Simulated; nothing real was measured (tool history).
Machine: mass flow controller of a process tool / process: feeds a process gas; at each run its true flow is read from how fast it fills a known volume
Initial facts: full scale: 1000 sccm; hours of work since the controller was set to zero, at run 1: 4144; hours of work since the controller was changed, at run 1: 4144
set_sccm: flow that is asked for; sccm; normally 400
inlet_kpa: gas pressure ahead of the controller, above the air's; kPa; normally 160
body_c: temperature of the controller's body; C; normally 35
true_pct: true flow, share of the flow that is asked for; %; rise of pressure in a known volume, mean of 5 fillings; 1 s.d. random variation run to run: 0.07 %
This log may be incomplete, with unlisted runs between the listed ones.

run,day,set_sccm,inlet_kpa,body_c,hours of work since the controller was set to zero,hours of work since the controller was changed,true_pct
1,0,400,160,35,4144,4144,97.09
# day 1.488: controller's zero set anew
2,4.725,400,160,35,58,4229,100.61
3,8.962,400,160,35,134,4305,100.7
4,14.275,400,160,35,230,4400,100.6
5,16.908,400,160,35,277,4448,100.54
6,19.275,400,160,35,319,4490,100.58
7,23.646,400,160,35,398,4569,100.63
8,27.304,400,160,35,464,4634,100.41
9,32.483,400,160,29,557,4727,100.71
10,36.821,400,160,35,635,4805,100.45
11,40.938,400,160,35,709,4879,100.46
12,46.479,400,263,35,808,4979,99.73
13,50.525,400,263,35,881,5051,99.64
14,55.696,202,251,35,974,5144,98.61
15,61.462,238,165,35,1077,5248,99.41
16,64.6,266,206,35,1134,5304,99.17
17,69.679,404,226,23,1225,5396,100.56
18,74.125,294,226,31,1305,5475,99.44
19,78.967,294,226,31,1392,5562,99.4
20,81.975,201,172,31,1446,5616,98.74
21,85.625,201,188,37,1511,5682,98.4
22,91.038,274,141,21,1608,5779,100.28
23,95.138,274,141,21,1682,5853,100.11
24,98.958,320,228,32,1751,5921,99.23
25,102.2,320,228,28,1809,5980,99.5

Table of differences, measured result less the result of that run with no hidden state. Run-to-run variation is the same in both. Gauge scatter possibly is not:
Unlogged tool condition in this case: flow at rest that the sensor doesn't see, % of full scale; true flow over the shown one, %; drift of the gauge itself on true_pct, %.
run,true_pct
1,-1.79
2,+1.73
3,+1.71
4,+1.66
5,+1.65
6,+1.63
7,+1.59
8,+1.57
9,+1.51
10,+1.48
11,+1.45
12,+1.42
13,+1.39
14,+0.51
15,+0.67
16,+0.78
17,+1.26
18,+0.8
19,+0.74
20,-0.08
21,-0.17
22,+0.46
23,+0.4
24,+0.67
25,+0.63

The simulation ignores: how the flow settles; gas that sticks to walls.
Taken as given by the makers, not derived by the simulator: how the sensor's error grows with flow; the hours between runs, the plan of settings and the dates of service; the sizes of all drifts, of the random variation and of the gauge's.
